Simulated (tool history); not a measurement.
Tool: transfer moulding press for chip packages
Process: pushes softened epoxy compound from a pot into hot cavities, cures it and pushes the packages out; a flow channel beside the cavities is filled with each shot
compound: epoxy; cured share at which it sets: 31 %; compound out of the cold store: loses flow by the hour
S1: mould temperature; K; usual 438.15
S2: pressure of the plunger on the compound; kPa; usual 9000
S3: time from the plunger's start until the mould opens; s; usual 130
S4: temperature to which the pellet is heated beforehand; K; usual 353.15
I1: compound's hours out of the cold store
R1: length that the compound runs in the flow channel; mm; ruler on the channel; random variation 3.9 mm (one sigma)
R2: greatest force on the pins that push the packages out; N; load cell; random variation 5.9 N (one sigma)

{"run": 1, "hour": 0.0, "S1": 438.15, "S2": 9000, "S3": 130, "S4": 353.15, "I1": 15.3, "R1": 515, "R2": 235}
{"run": 2, "hour": 15.3, "S1": 438.15, "S2": 9000, "S3": 130, "S4": 353.15, "I1": 28.3, "R1": 481, "R2": 263}
{"run": 3, "hour": 25.6, "S1": 438.15, "S2": 9000, "S3": 130, "S4": 353.15, "I1": 25.4, "R1": 491, "R2": 279}
{"run": 4, "hour": 39.9, "S1": 438.15, "S2": 9000, "S3": 130, "S4": 353.15, "I1": 44.8, "R1": 430, "R2": 301}
{"run": 5, "hour": 58.3, "S1": 438.15, "S2": 9000, "S3": 130, "S4": 353.15, "I1": 43.9, "R1": 442, "R2": 321}
{"run": 6, "hour": 75.5, "S1": 438.15, "S2": 9000, "S3": 122, "S4": 353.15, "I1": 23.6, "R1": 488, "R2": 371}
{"hour": 90.5, "done": "cavities cleaned with cleaning compound and waxed"}
{"run": 7, "hour": 94.5, "S1": 438.15, "S2": 9000, "S3": 130, "S4": 353.15, "I1": 47.4, "R1": 429, "R2": 389}
{"run": 8, "hour": 108.6, "S1": 445.15, "S2": 9000, "S3": 130, "S4": 353.15, "I1": 31, "R1": 449, "R2": 345}
{"run": 9, "hour": 121.2, "S1": 445.15, "S2": 9000, "S3": 130, "S4": 353.15, "I1": 41.6, "R1": 421, "R2": 352}
{"hour": 127.4, "done": "cavities cleaned with cleaning compound and waxed, once more"}
{"hour": 135.2, "done": "plunger's sealing rings changed"}
{"run": 10, "hour": 142.9, "S1": 445.15, "S2": 9000, "S3": 130, "S4": 353.15, "I1": 34.9, "R1": 457, "R2": 222}
{"run": 11, "hour": 152.4, "S1": 443.15, "S2": 9000, "S3": 130, "S4": 353.15, "I1": 15, "R1": 525, "R2": 227}
{"run": 12, "hour": 164.2, "S1": 443.15, "S2": 9000, "S3": 130, "S4": 353.15, "I1": 26.7, "R1": 481, "R2": 254}
{"run": 13, "hour": 177.5, "S1": 438.15, "S2": 9000, "S3": 130, "S4": 353.15, "I1": 27, "R1": 497, "R2": 303}
{"run": 14, "hour": 187.9, "S1": 438.15, "S2": 9000, "S3": 130, "S4": 353.15, "I1": 18.8, "R1": 522, "R2": 323}
{"run": 15, "hour": 204.7, "S1": 438.15, "S2": 9000, "S3": 130, "S4": 353.15, "I1": 26.3, "R1": 503, "R2": 332}
{"run": 16, "hour": 214.9, "S1": 436.15, "S2": 9000, "S3": 130, "S4": 353.15, "I1": 40.8, "R1": 465, "R2": 373}
{"run": 17, "hour": 224.7, "S1": 437.15, "S2": 9000, "S3": 136, "S4": 353.15, "I1": 36, "R1": 468, "R2": 361}
{"hour": 227.1, "done": "cavities cleaned with cleaning compound and waxed"}
{"run": 18, "hour": 234.4, "S1": 437.15, "S2": 9000, "S3": 136, "S4": 353.15, "I1": 19.2, "R1": 519, "R2": 229}

Forecast run 19:
{"run": 19, "hour": 249.5, "S1": 432.15, "S2": 9570, "S3": 116, "S4": 356.15, "I1": 47.3, "R1": "?", "R2": "?"}

{"run 19": {"R1": 462, "R2": 409}}
Without the tool's hidden state the same run would have given R1 470 mm, R2 337 N.

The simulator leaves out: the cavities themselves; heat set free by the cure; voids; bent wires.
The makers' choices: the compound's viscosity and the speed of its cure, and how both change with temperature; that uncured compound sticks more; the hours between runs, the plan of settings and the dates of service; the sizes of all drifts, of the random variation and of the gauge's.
